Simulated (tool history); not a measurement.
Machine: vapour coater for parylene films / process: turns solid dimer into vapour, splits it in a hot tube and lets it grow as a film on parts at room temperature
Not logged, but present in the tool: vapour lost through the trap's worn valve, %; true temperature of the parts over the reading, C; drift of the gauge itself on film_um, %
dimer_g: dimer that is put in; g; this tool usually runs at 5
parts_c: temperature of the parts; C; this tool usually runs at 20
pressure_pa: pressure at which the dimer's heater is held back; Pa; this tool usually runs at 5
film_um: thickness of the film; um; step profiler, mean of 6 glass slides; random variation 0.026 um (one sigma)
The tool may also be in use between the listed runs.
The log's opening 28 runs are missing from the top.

run	day	dimer_g	parts_c	pressure_pa	hours of work since the trap's valve was overhauled	hours of work since the table's thermometer was calibrated	film_um
29	18.212	4	31	11.01	146	1111	1.25
30	18.767	6	31	2.36	158	1123	2.71
31	19.604	3	27	3.67	175	1141	1.32
32	20.471	3	27	3.67	194	1159	1.33
33	20.888	3	27	3.67	202	1168	1.29
# day 21.208: trap's valve overhauled
34	21.833	9	18	4.57	13	1184	4.97
35	22.325	6	13	4.57	24	1195	3.72
36	23.033	2	14	2.43	39	1210	1.37
37	23.625	2	13	2.04	51	1222	1.44
38	24.142	2	13	2.04	62	1233	1.43
39	24.892	2	13	2.04	78	1249	1.43
40	25.767	7	20	9	96	1268	3.06
41	26.488	5	20	2.02	112	1283	3.03
42	27.188	4	25	4.11	127	1298	1.85
43	27.767	2	26	7.11	139	1310	0.8
44	28.121	2	26	7.11	146	1317	0.76
45	28.554	4	31	7.4	155	1327	1.37
46	29.283	2	28	9.56	171	1342	0.69

Each row is a separate what-if for the run after 46, all from the same tool condition, not one after another. Results?
A	29.962	2	26	9.56	185	1356	?
B	29.962	5	20	3.77	185	1356	?
C	29.962	6	12	11.91	185	1356	?
D	29.962	5	15	5	185	1356	?
E	29.962	2	28	9.56	185	1356	?

run	film_um
A	0.71
B	2.59
C	2.78
D	2.66
E	0.7
Without the tool's hidden state the same runs would have given:
run	film_um
A	0.77
B	2.81
C	3.02
D	2.89
E	0.76

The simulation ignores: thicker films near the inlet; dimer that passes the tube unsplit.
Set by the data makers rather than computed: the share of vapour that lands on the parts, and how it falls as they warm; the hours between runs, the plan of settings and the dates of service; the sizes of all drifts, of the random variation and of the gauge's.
